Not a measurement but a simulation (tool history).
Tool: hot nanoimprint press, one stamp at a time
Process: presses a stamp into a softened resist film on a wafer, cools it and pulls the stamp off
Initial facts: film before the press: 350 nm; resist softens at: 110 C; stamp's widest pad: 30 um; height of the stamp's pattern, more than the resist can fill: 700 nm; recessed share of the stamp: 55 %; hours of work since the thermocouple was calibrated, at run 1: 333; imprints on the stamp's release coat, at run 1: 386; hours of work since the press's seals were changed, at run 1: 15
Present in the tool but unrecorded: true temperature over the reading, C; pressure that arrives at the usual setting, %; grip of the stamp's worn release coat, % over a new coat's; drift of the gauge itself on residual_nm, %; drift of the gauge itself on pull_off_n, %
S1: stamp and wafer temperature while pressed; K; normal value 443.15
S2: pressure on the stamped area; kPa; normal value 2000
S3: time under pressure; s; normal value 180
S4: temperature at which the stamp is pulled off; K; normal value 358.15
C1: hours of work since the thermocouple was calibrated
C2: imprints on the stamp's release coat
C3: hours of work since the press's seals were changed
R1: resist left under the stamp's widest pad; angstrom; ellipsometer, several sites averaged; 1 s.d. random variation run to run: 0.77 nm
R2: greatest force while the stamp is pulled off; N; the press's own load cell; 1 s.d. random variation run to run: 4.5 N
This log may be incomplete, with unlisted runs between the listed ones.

run,hour,S1,S2,S3,S4,C1,C2,C3,R1,R2
1,0.0,443.15,2000,180,358.15,333,386,15,1392,247
2,22.6,443.15,2000,180,358.15,347,448,28,1418,241
3,41.1,443.15,2000,180,358.15,358,500,39,1401,246
4,83.1,443.15,2000,304,358.15,383,616,65,1146,260
5,123.6,443.15,2000,304,358.15,407,728,89,1149,268
6,162.3,443.15,2000,304,358.15,430,834,112,1146,274
7,195.1,443.15,2000,304,358.15,450,925,131,1169,279
8,227.7,443.15,2000,180,358.15,469,1015,151,1424,280
# hour 234.0: plate thermocouple calibrated
9,250.3,443.15,2000,180,358.15,10,1069,163,1512,279
10,290.9,449.15,2000,180,358.15,34,1181,187,1023,297
11,333.6,449.15,2000,180,358.15,60,1300,212,1022,290
12,365.9,443.15,2000,180,358.15,79,1389,232,1510,311
13,401.1,443.15,2000,180,358.15,100,1486,253,1525,316
14,423.6,443.15,2000,180,358.15,113,1548,266,1526,312
15,449.3,443.15,2000,180,358.15,129,1619,281,1526,324
# hour 483.3: plate thermocouple calibrated, once more
16,485.2,455.15,1840,298,352.15,1,1710,301,516,347
17,518.4,455.15,1840,298,352.15,21,1802,321,520,350
# hour 535.1: stamp cleaned and given a new release coat
18,545.0,455.15,1860,269,348.15,33,27,333,542,232
19,589.5,432.15,1760,332,363.15,60,150,360,2302,220
20,607.5,443.15,2000,127,358.15,71,199,371,1558,220
21,643.5,443.15,2000,127,359.15,92,299,392,1572,241
22,663.5,443.15,2160,180,358.15,104,354,404,1327,236
23,685.7,443.15,1310,180,364.15,117,416,417,1674,234
24,726.0,444.15,1310,180,355.15,141,527,441,1572,250
25,750.4,440.15,2000,160,358.15,156,594,456,1748,256
26,786.1,440.15,2000,160,358.15,177,693,477,1737,266
27,812.8,453.15,2000,160,353.15,193,767,493,760,263
28,843.7,453.15,1440,160,353.15,212,852,512,912,275

Results per run with the tool's hidden condition removed, run-to-run variation unchanged:
run,R1,R2
1,1331,222
2,1353,213
3,1334,215
4,1084,220
5,1082,221
6,1075,220
7,1093,218
8,1331,216
9,1356,212
10,913,219
11,908,208
12,1338,219
13,1346,217
14,1344,212
15,1341,217
16,514,231
17,515,229
18,536,230
19,2277,211
20,1533,208
21,1542,222
22,1296,215
23,1640,209
24,1534,217
25,1696,219
26,1681,222
27,731,215
28,879,220

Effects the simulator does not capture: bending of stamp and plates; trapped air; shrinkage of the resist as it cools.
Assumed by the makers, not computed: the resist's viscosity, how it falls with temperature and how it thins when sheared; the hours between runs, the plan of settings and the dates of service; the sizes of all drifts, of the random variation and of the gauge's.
